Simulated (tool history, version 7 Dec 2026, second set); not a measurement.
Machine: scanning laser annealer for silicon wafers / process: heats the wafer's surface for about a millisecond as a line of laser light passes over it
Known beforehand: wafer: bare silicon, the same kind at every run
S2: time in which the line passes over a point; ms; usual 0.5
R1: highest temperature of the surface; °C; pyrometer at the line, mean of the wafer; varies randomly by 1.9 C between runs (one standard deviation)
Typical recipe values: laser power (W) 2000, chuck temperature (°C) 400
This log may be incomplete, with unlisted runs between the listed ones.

{"run": 1, "hour": 0.0, "laser power (W)": 2000, "S2": 0.5, "chuck temperature (°C)": 400, "R1": 1182}
{"run": 2, "hour": 5.2, "laser power (W)": 2000, "S2": 0.5, "chuck temperature (°C)": 400, "R1": 1184}
{"run": 3, "hour": 16.4, "laser power (W)": 2000, "S2": 0.5, "chuck temperature (°C)": 400, "R1": 1187}
{"run": 4, "hour": 21.5, "laser power (W)": 2000, "S2": 0.5, "chuck temperature (°C)": 400, "R1": 1182}
{"run": 5, "hour": 30.3, "laser power (W)": 2000, "S2": 0.5, "chuck temperature (°C)": 400, "R1": 1182}
{"run": 6, "hour": 37.3, "laser power (W)": 2000, "S2": 0.5, "chuck temperature (°C)": 400, "R1": 1181}
{"run": 7, "hour": 42.7, "laser power (W)": 2000, "S2": 0.5, "chuck temperature (°C)": 406, "R1": 1185}
{"hour": 48.7, "done": "optics aligned, line set to its width"}
{"run": 8, "hour": 58.7, "laser power (W)": 2005, "S2": 0.518, "chuck temperature (°C)": 377, "R1": 1178}
{"run": 9, "hour": 63.7, "laser power (W)": 2005, "S2": 0.518, "chuck temperature (°C)": 377, "R1": 1172}
{"run": 10, "hour": 72.5, "laser power (W)": 1835, "S2": 0.539, "chuck temperature (°C)": 377, "R1": 1102}
{"run": 11, "hour": 78.9, "laser power (W)": 1827, "S2": 0.5, "chuck temperature (°C)": 433, "R1": 1125}
{"run": 12, "hour": 86.7, "laser power (W)": 2072, "S2": 0.54, "chuck temperature (°C)": 407, "R1": 1261}
{"run": 13, "hour": 93.1, "laser power (W)": 1739, "S2": 0.455, "chuck temperature (°C)": 373, "R1": 983}
{"run": 14, "hour": 103.4, "laser power (W)": 1739, "S2": 0.575, "chuck temperature (°C)": 381, "R1": 1077}

Forecast each of these 3 alternatives for the next run:
{"run": "A", "hour": 113.2, "laser power (W)": 1957, "S2": 0.549, "chuck temperature (°C)": 381, "R1": "?"}
{"run": "B", "hour": 113.2, "laser power (W)": 2000, "S2": 0.5, "chuck temperature (°C)": 405, "R1": "?"}
{"run": "C", "hour": 113.2, "laser power (W)": 1759, "S2": 0.575, "chuck temperature (°C)": 381, "R1": "?"}

run=A R1=1176
run=B R1=1181
run=C R1=1087
With the hidden condition removed and each run's random variation left untouched, the same runs would have given:
run=A R1=1213
run=B R1=1216
run=C R1=1120
